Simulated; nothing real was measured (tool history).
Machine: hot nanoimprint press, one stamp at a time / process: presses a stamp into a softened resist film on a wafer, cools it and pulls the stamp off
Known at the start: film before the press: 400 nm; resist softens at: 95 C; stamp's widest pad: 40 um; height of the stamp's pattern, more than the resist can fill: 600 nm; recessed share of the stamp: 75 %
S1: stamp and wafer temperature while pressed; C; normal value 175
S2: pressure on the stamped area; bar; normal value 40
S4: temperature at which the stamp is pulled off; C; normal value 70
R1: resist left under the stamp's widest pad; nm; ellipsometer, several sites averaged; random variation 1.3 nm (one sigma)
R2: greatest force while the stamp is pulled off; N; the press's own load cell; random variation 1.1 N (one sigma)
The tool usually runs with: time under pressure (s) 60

run 1 hour=0 | S1=175 S2=40 time_under_pressure_(s)=60 S4=70 | R1=202.1 R2=144
run 2 hour=43.2 | S1=175 S2=40 time_under_pressure_(s)=60 S4=70 | R1=203.9 R2=149
-- hour=64.9 stamp cleaned and given a new release coat
run 3 hour=135 | S1=180 S2=40 time_under_pressure_(s)=60 S4=70 | R1=170.6 R2=140
run 4 hour=188.9 | S1=180 S2=40 time_under_pressure_(s)=60 S4=70 | R1=173.3 R2=140
run 5 hour=250.8 | S1=180 S2=37 time_under_pressure_(s)=60 S4=70 | R1=180.7 R2=145
run 6 hour=321.6 | S1=175 S2=40 time_under_pressure_(s)=68 S4=70 | R1=199.2 R2=149
-- hour=357.4 stamp cleaned and given a new release coat
run 7 hour=413.4 | S1=175 S2=40 time_under_pressure_(s)=68 S4=70 | R1=204.3 R2=139
run 8 hour=484.6 | S1=175 S2=40 time_under_pressure_(s)=68 S4=70 | R1=206.9 R2=141
-- hour=526 plate thermocouple calibrated
run 9 hour=538 | S1=175 S2=40 time_under_pressure_(s)=68 S4=70 | R1=211.2 R2=147
run 10 hour=575 | S1=175 S2=40 time_under_pressure_(s)=68 S4=70 | R1=213.5 R2=149
-- hour=652 stamp cleaned and given a new release coat
run 11 hour=666.5 | S1=175 S2=40 time_under_pressure_(s)=68 S4=70 | R1=215.1 R2=138
run 12 hour=708.5 | S1=175 S2=40 time_under_pressure_(s)=68 S4=70 | R1=216.9 R2=142
run 13 hour=776.2 | S1=175 S2=40 time_under_pressure_(s)=68 S4=70 | R1=218.1 R2=145
run 14 hour=820.8 | S1=175 S2=40 time_under_pressure_(s)=68 S4=70 | R1=221.9 R2=146
run 15 hour=881.3 | S1=170 S2=40 time_under_pressure_(s)=60 S4=70 | R1=269.1 R2=149
-- hour=928.3 plate thermocouple calibrated, once more
run 16 hour=938.3 | S1=187 S2=38.4 time_under_pressure_(s)=60 S4=70 | R1=129.7 R2=149
-- hour=952.1 stamp cleaned and given a new release coat
run 17 hour=982.1 | S1=187 S2=38.4 time_under_pressure_(s)=60 S4=70 | R1=131.4 R2=137
run 18 hour=1066.1 | S1=187 S2=38.4 time_under_pressure_(s)=60 S4=70 | R1=132.2 R2=140
run 19 hour=1146.1 | S1=175 S2=40 time_under_pressure_(s)=92 S4=56 | R1=176.4 R2=154
run 20 hour=1202.1 | S1=186 S2=40 time_under_pressure_(s)=92 S4=56 | R1=116.4 R2=160
-- hour=1242.8 stamp cleaned and given a new release coat
run 21 hour=1259.2 | S1=186 S2=40 time_under_pressure_(s)=92 S4=56 | R1=115.7 R2=149
run 22 hour=1297.6 | S1=186 S2=40 time_under_pressure_(s)=92 S4=56 | R1=116.5 R2=150
-- hour=1353.4 press's hydraulic seals changed and the load cell set to zero
run 23 hour=1367.5 | S1=175 S2=40 time_under_pressure_(s)=48 S4=69 | R1=216.3 R2=140
run 24 hour=1456.6 | S1=171 S2=32.4 time_under_pressure_(s)=35 S4=62 | R1=294.1 R2=153
run 25 hour=1517.8 | S1=175 S2=26.9 time_under_pressure_(s)=76 S4=61 | R1=224.1 R2=156
-- hour=1548.3 stamp cleaned and given a new release coat
run 26 hour=1600.9 | S1=175 S2=26.9 time_under_pressure_(s)=76 S4=61 | R1=225.2 R2=145
run 27 hour=1640.3 | S1=181 S2=40 time_under_pressure_(s)=60 S4=77 | R1=165.8 R2=134
run 28 hour=1684.3 | S1=181 S2=31.8 time_under_pressure_(s)=44 S4=77 | R1=209.9 R2=135

Consider 4 possible next runs. They are alternatives, not a sequence: every one starts from the tool as it was left by run 28. What does each give?
run A hour=1745 | S1=175 S2=45.4 time_under_pressure_(s)=71 S4=68 | R1=? R2=?
run B hour=1745 | S1=176 S2=40 time_under_pressure_(s)=46 S4=70 | R1=? R2=?
run C hour=1745 | S1=181 S2=31.8 time_under_pressure_(s)=38 S4=59 | R1=? R2=?
run D hour=1745 | S1=181 S2=41.7 time_under_pressure_(s)=68 S4=73 | R1=? R2=?

run=A R1=186.8 R2=148
run=B R1=222.2 R2=145
run=C R1=217.3 R2=154
run=D R1=159.5 R2=141
The same runs, with their run-to-run variation unchanged, on a tool lacking any hidden condition would have given:
run=A R1=173.2 R2=136
run=B R1=207.7 R2=134
run=C R1=203.9 R2=142
run=D R1=148.1 R2=130
